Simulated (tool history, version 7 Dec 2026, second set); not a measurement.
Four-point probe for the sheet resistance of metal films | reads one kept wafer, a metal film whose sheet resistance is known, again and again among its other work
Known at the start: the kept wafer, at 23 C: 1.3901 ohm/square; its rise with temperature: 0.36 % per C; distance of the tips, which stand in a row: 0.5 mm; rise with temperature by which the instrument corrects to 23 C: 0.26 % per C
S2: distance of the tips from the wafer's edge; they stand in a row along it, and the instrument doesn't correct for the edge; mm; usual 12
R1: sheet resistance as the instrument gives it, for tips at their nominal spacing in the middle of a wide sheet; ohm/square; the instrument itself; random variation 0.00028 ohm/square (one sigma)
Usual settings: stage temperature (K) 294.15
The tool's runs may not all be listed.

run 1 hour=0 | stage_temperature_(K)=294.15 S2=12 | R1=1.383839
run 2 hour=33.2 | stage_temperature_(K)=294.15 S2=28 | R1=1.382912
run 3 hour=57.2 | stage_temperature_(K)=294.15 S2=28 | R1=1.382958
run 4 hour=85 | stage_temperature_(K)=294.15 S2=28 | R1=1.382643
run 5 hour=106.6 | stage_temperature_(K)=305.15 S2=28 | R1=1.398214
run 6 hour=138.6 | stage_temperature_(K)=305.15 S2=28 | R1=1.39819
run 7 hour=168.2 | stage_temperature_(K)=305.15 S2=28 | R1=1.39852
run 8 hour=189.2 | stage_temperature_(K)=305.15 S2=28 | R1=1.398326
run 9 hour=225.9 | stage_temperature_(K)=305.15 S2=28 | R1=1.398125
run 10 hour=260 | stage_temperature_(K)=293.15 S2=34 | R1=1.381045

The next listed run, before its measurement:
run 11 hour=277.7 | stage_temperature_(K)=293.15 S2=34 | R1=?

{"run 11": {"R1": 1.381563}}
Without the tool's hidden state the same run would have given R1 1.38633 ohm/square.

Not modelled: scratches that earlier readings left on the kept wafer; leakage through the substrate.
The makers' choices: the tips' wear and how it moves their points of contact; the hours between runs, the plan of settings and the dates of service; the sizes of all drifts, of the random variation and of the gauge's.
